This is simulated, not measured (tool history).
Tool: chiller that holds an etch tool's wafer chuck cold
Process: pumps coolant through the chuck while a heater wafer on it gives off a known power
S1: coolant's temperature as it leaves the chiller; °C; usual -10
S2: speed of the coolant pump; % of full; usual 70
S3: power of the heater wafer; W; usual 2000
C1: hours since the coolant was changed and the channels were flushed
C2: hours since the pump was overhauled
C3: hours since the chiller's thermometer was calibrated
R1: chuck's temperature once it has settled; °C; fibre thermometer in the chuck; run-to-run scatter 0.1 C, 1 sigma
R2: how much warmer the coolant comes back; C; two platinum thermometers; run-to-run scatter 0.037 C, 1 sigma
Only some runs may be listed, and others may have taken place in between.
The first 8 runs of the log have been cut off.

Run 9, hour 668.7: usual settings but S1 -15 °C; C1 6775; C2 738; C3 3214. Result: R1 -0.3 °C, R2 7.56 C.
Run 10, hour 724.7: usual settings but S1 -15 °C; C1 6831; C2 794; C3 3270. Result: R1 -0.2 °C, R2 7.56 C.
Run 11, hour 836.2: usual settings but S1 -15 °C; C1 6942; C2 905; C3 3381. Result: R1 0.0 °C, R2 7.62 C.
Run 12, hour 909.5: usual settings but S1 -15 °C; C1 7016; C2 979; C3 3454. Result: R1 -0.3 °C, R2 7.62 C.
Run 13, hour 1011.5: usual settings but S1 -15 °C; C1 7118; C2 1081; C3 3556. Result: R1 -0.3 °C, R2 7.60 C.
Run 14, hour 1077.8: usual settings; C1 7184; C2 1147; C3 3623. Result: R1 4.8 °C, R2 7.65 C.
Run 15, hour 1169.0: usual settings but S2 89 % of full; C1 7275; C2 1238; C3 3714. Result: R1 2.2 °C, R2 6.08 C.
At hour 1247.0: coolant changed, channels flushed.
Run 16, hour 1247.0: usual settings but S2 89 % of full; C1 0; C2 1310; C3 3786. Result: R1 2.3 °C, R2 6.04 C.
Run 17, hour 1360.0: usual settings but S1 -11 °C, S2 89 % of full, S3 1239 W; C1 113; C2 1423; C3 3899. Result: R1 -3.5 °C, R2 3.92 C.
Run 18, hour 1421.6: usual settings but S1 -15 °C, S2 89 % of full, S3 2036 W; C1 175; C2 1485; C3 3960. Result: R1 -2.8 °C, R2 6.15 C.
At hour 1516.0: gauge calibrated.
Run 19, hour 1529.5: usual settings but S1 -13 °C, S2 89 % of full, S3 2036 W; C1 283; C2 1593; C3 4068. Result: R1 -0.6 °C, R2 5.85 C.
Run 20, hour 1606.3: usual settings but S1 -13 °C, S2 89 % of full, S3 2036 W; C1 359; C2 1670; C3 4145. Result: R1 -0.7 °C, R2 5.92 C.
Run 21, hour 1703.8: usual settings but S1 -13 °C, S2 89 % of full, S3 2036 W; C1 457; C2 1767; C3 4243. Result: R1 -0.6 °C, R2 5.95 C.
Run 22, hour 1779.1: usual settings but S1 -13 °C, S2 89 % of full, S3 2036 W; C1 532; C2 1842; C3 4318. Result: R1 -0.6 °C, R2 5.91 C.
Run 23, hour 1904.5: usual settings but S2 85 % of full; C1 658; C2 1968; C3 4443. Result: R1 2.6 °C, R2 6.14 C.
Run 24, hour 2028.7: usual settings but S2 85 % of full; C1 782; C2 2092; C3 4568. Result: R1 2.6 °C, R2 6.14 C.
Run 25, hour 2088.5: usual settings but S2 85 % of full, S3 1122 W; C1 842; C2 2152; C3 4627. Result: R1 -3.0 °C, R2 3.57 C.
Run 26, hour 2148.5: usual settings but S2 97 % of full, S3 1738 W; C1 902; C2 2212; C3 4687. Result: R1 0.0 °C, R2 4.72 C.
Run 27, hour 2221.7: usual settings but S2 65 % of full, S3 1738 W; C1 975; C2 2285; C3 4761. Result: R1 3.5 °C, R2 7.14 C.
Run 28, hour 2302.5: usual settings but S2 65 % of full, S3 1738 W; C1 1055; C2 2366; C3 4841. Result: R1 3.6 °C, R2 7.16 C.
Run 29, hour 2358.3: usual settings but S2 86 % of full, S3 1338 W; C1 1111; C2 2422; C3 4897. Result: R1 -1.6 °C, R2 4.25 C.
Run 30, hour 2436.6: usual settings but S1 -19 °C, S2 66 % of full, S3 1618 W; C1 1190; C2 2500; C3 4975. Result: R1 -6.5 °C, R2 6.64 C.

The next listed run, before its measurement:
Run 31, hour 2504.4: usual settings but S1 -16 °C, S2 66 % of full, S3 1900 W; C1 1257; C2 2568; C3 5043. Result: R1 ?, R2 ?.

R1: -1.5 °C
R2: 7.71 C
On a tool with no hidden condition, and with the same random variation, this run would have come out at R1 -1.5 °C, R2 7.47 C.
